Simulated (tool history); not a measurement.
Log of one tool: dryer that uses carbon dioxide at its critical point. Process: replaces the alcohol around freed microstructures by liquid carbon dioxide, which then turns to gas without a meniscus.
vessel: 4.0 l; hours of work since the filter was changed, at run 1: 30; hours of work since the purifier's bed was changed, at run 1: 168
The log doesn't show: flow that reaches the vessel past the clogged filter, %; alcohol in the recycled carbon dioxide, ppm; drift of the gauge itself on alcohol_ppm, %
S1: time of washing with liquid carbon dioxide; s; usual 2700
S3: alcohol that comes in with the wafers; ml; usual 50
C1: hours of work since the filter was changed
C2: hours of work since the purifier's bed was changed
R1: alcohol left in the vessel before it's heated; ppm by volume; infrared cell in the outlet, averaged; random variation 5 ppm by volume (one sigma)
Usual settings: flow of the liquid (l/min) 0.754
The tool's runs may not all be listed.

{"run": 1, "day": 0.0, "S1": 2700, "flow of the liquid (l/min)": 0.754, "S3": 50, "C1": 30, "C2": 168, "R1": 41}
{"run": 2, "day": 0.988, "S1": 2700, "flow of the liquid (l/min)": 0.762, "S3": 50, "C1": 43, "C2": 182, "R1": 55}
{"run": 3, "day": 2.721, "S1": 2700, "flow of the liquid (l/min)": 0.762, "S3": 50, "C1": 67, "C2": 205, "R1": 60}
{"run": 4, "day": 3.6, "S1": 2700, "flow of the liquid (l/min)": 1.113, "S3": 50, "C1": 79, "C2": 217, "R1": 49}
{"run": 5, "day": 5.55, "S1": 2700, "flow of the liquid (l/min)": 1.113, "S3": 50, "C1": 106, "C2": 244, "R1": 61}
{"run": 6, "day": 7.512, "S1": 2700, "flow of the liquid (l/min)": 1.113, "S3": 50, "C1": 133, "C2": 271, "R1": 59}
{"run": 7, "day": 9.425, "S1": 2700, "flow of the liquid (l/min)": 0.754, "S3": 30, "C1": 159, "C2": 297, "R1": 64}
{"run": 8, "day": 11.371, "S1": 2700, "flow of the liquid (l/min)": 0.754, "S3": 30, "C1": 185, "C2": 324, "R1": 78}
{"run": 9, "day": 12.908, "S1": 2700, "flow of the liquid (l/min)": 0.754, "S3": 30, "C1": 207, "C2": 345, "R1": 84}
{"run": 10, "day": 14.317, "S1": 3900, "flow of the liquid (l/min)": 0.93, "S3": 65, "C1": 226, "C2": 364, "R1": 85}
{"run": 11, "day": 15.683, "S1": 1860, "flow of the liquid (l/min)": 0.754, "S3": 28, "C1": 245, "C2": 383, "R1": 121}
{"run": 12, "day": 16.608, "S1": 3240, "flow of the liquid (l/min)": 0.754, "S3": 50, "C1": 257, "C2": 396, "R1": 90}
{"day": 16.908, "done": "inlet filter changed"}
{"run": 13, "day": 18.042, "S1": 3240, "flow of the liquid (l/min)": 1.063, "S3": 51, "C1": 16, "C2": 415, "R1": 85}
{"run": 14, "day": 19.979, "S1": 1680, "flow of the liquid (l/min)": 0.754, "S3": 42, "C1": 42, "C2": 441, "R1": 159}
{"run": 15, "day": 21.2, "S1": 3240, "flow of the liquid (l/min)": 0.897, "S3": 52, "C1": 59, "C2": 458, "R1": 109}
{"run": 16, "day": 22.408, "S1": 2700, "flow of the liquid (l/min)": 0.754, "S3": 47, "C1": 75, "C2": 475, "R1": 105}
{"run": 17, "day": 23.821, "S1": 1740, "flow of the liquid (l/min)": 1.143, "S3": 30, "C1": 95, "C2": 494, "R1": 117}

Forecast each of these 4 alternatives for the next run:
{"run": "A", "day": 25.475, "S1": 2700, "flow of the liquid (l/min)": 0.754, "S3": 56, "C1": 117, "C2": 517, "R1": "?"}
{"run": "B", "day": 25.475, "S1": 2280, "flow of the liquid (l/min)": 0.804, "S3": 22, "C1": 117, "C2": 517, "R1": "?"}
{"run": "C", "day": 25.475, "S1": 3300, "flow of the liquid (l/min)": 0.688, "S3": 28, "C1": 117, "C2": 517, "R1": "?"}
{"run": "D", "day": 25.475, "S1": 2940, "flow of the liquid (l/min)": 1.143, "S3": 35, "C1": 117, "C2": 517, "R1": "?"}

run=A R1=118
run=B R1=117
run=C R1=121
run=D R1=120
Without the tool's hidden state the same runs would have given:
run=A R1=7
run=B R1=4
run=C R1=10
run=D R1=10

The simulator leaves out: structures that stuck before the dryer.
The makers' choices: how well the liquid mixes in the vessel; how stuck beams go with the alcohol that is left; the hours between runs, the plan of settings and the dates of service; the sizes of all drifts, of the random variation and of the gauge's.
